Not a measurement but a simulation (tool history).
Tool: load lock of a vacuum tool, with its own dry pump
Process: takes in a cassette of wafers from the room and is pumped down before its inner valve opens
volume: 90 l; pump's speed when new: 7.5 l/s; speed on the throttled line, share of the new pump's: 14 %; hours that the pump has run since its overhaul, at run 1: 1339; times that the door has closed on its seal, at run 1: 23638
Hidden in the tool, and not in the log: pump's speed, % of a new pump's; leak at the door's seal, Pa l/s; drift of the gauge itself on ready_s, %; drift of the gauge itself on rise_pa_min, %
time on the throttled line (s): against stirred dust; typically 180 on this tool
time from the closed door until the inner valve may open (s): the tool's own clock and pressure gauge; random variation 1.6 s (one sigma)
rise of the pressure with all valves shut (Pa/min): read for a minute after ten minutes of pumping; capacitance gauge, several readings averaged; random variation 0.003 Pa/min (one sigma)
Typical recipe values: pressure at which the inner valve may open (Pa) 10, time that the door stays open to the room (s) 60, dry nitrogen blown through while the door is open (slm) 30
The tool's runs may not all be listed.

| run | hour | time on the throttled line (s) | pressure at which the inner valve may open (Pa) | time that the door stays open to the room (s) | dry nitrogen blown through while the door is open (slm) | hours that the pump has run since its overhaul | times that the door has closed on its seal | incoming humidity of the room's air, % | time from the closed door until the inner valve may open (s) | rise of the pressure with all valves shut (Pa/min) |
|---|---|---|---|---|---|---|---|---|---|---|
| 1 | 0.0 | 180 | 10 | 60 | 30 | 1339 | 23638 | 44.3 | 269.0 | 0.189 |
| 2 | 190.4 | 180 | 10 | 60 | 30 | 1530 | 24562 | 46.1 | 271.5 | 0.202 |
| 3 | 400.4 | 180 | 10 | 60 | 30 | 1740 | 25582 | 42.3 | 270.2 | 0.208 |
| 4 | 649.8 | 180 | 10 | 60 | 16 | 1989 | 26792 | 44.8 | 266.8 | 0.217 |
| 5 | 833.8 | 180 | 10 | 60 | 20 | 2173 | 27685 | 43.1 | 268.4 | 0.233 |
| 6 | 1091.7 | 180 | 10 | 60 | 20 | 2431 | 28937 | 47.0 | 267.2 | 0.250 |
| 7 | 1339.8 | 180 | 10 | 60 | 30 | 2679 | 30141 | 46.6 | 270.2 | 0.261 |
| 8 | 1627.4 | 94 | 10 | 60 | 30 | 2967 | 31537 | 41.1 | 195.2 | 0.282 |
| 9 | 1840.3 | 94 | 10 | 60 | 30 | 3180 | 32570 | 42.3 | 197.1 | 0.294 |
| 10 | 2067.5 | 94 | 10 | 60 | 30 | 3407 | 33673 | 45.5 | 198.8 | 0.310 |
| 11 | 2219.2 | 91 | 10 | 60 | 30 | 3558 | 34409 | 44.2 | 192.6 | 0.317 |
| 12 | 2338.4 | 180 | 10 | 60 | 30 | 3678 | 34988 | 45.6 | 270.6 | 0.327 |
| 13 | 2471.5 | 180 | 10 | 60 | 30 | 3811 | 35634 | 42.1 | 269.2 | 0.332 |
| 14 | 2613.9 | 180 | 10 | 60 | 30 | 3953 | 36325 | 44.8 | 271.6 | 0.350 |
| 15 | 2831.7 | 180 | 10 | 60 | 30 | 4171 | 37382 | 45.9 | 271.2 | 0.362 |
| 16 | 2957.9 | 180 | 10 | 60 | 30 | 4297 | 37994 | 47.2 | 271.2 | 0.371 |
| 17 | 3157.5 | 180 | 10 | 60 | 5 | 4497 | 38963 | 46.4 | 273.5 | 0.398 |
| 18 | 3394.5 | 180 | 10 | 60 | 30 | 4734 | 40113 | 47.0 | 272.3 | 0.401 |
| 19 | 3522.8 | 180 | 11 | 31 | 30 | 4862 | 40736 | 43.9 | 269.5 | 0.406 |
| 20 | 3783.9 | 322 | 11 | 33 | 30 | 5123 | 42003 | 50.5 | 394.9 | 0.425 |
| 21 | 3981.8 | 128 | 9 | 33 | 7 | 5321 | 42964 | 42.3 | 231.4 | 0.452 |
| 22 | 4118.6 | 97 | 14 | 236 | 5 | 5458 | 43628 | 45.8 | 200.8 | 0.503 |
| 23 | 4299.4 | 97 | 11 | 117 | 5 | 5639 | 44506 | 45.8 | 206.4 | 0.495 |
| 24 | 4565.3 | 97 | 11 | 117 | 5 | 5905 | 45796 | 43.3 | 202.3 | 0.520 |
| 25 | 4722.9 | 97 | 11 | 117 | 5 | 6062 | 46561 | 44.5 | 204.5 | 0.546 |
| 26 | 4860.6 | 350 | 10 | 60 | 9 | 6200 | 47230 | 44.1 | 421.1 | 0.524 |
| 27 | 5097.9 | 116 | 13 | 60 | 9 | 6437 | 48381 | 46.6 | 215.2 | 0.547 |
| 28 | 5378.0 | 129 | 8 | 108 | 8 | 6717 | 49741 | 42.0 | 234.2 | 0.582 |
| 29 | 5589.4 | 299 | 10 | 60 | 30 | 6929 | 50767 | 43.5 | 376.0 | 0.591 |
| 30 | 5825.7 | 299 | 10 | 60 | 30 | 7165 | 51913 | 44.9 | 372.1 | 0.610 |
| 31 | 5958.6 | 308 | 10 | 60 | 32 | 7298 | 52558 | 48.7 | 384.1 | 0.608 |
| 32 | 6132.3 | 103 | 8 | 203 | 30 | 7472 | 53402 | 45.9 | 212.4 | 0.658 |
| 33 | 6359.3 | 290 | 19 | 211 | 31 | 7699 | 54503 | 44.6 | 362.6 | 0.657 |
|  | 6524.9 | door's seal changed, seat wiped |
| 34 | 6635.8 | 290 | 14 | 211 | 35 | 7974 | 538 | 43.4 | 364.3 | 0.021 |
| 35 | 6764.8 | 180 | 10 | 58 | 17 | 8103 | 1164 | 45.0 | 278.0 | 0.018 |
| 36 | 7024.5 | 180 | 18 | 27 | 30 | 8362 | 2424 | 41.3 | 271.0 | 0.016 |

Results for each run, recomputed without the tool's hidden state and with each run's random variation untouched:
| run | time from the closed door until the inner valve may open (s) | rise of the pressure with all valves shut (Pa/min) |
|---|---|---|
| 1 | 266.6 | 0.010 |
| 2 | 268.9 | 0.012 |
| 3 | 267.4 | 0.012 |
| 4 | 263.7 | 0.008 |
| 5 | 265.1 | 0.008 |
| 6 | 263.6 | 0.013 |
| 7 | 266.3 | 0.008 |
| 8 | 190.4 | 0.013 |
| 9 | 192.0 | 0.007 |
| 10 | 193.3 | 0.007 |
| 11 | 186.7 | 0.009 |
| 12 | 265.4 | 0.010 |
| 13 | 263.9 | 0.010 |
| 14 | 266.1 | 0.008 |
| 15 | 265.5 | 0.009 |
| 16 | 265.3 | 0.016 |
| 17 | 267.2 | 0.022 |
| 18 | 265.8 | 0.013 |
| 19 | 262.9 | 0.008 |
| 20 | 389.4 | 0.006 |
| 21 | 223.1 | 0.011 |
| 22 | 192.4 | 0.061 |
| 23 | 197.4 | 0.036 |
| 24 | 193.1 | 0.042 |
| 25 | 194.9 | 0.038 |
| 26 | 414.7 | 0.016 |
| 27 | 205.7 | 0.025 |
| 28 | 223.8 | 0.028 |
| 29 | 368.1 | 0.009 |
| 30 | 364.0 | 0.010 |
| 31 | 375.9 | 0.012 |
| 32 | 200.2 | 0.021 |
| 33 | 354.6 | 0.019 |
| 34 | 355.9 | 0.019 |
| 35 | 266.8 | 0.013 |
| 36 | 260.5 | 0.006 |
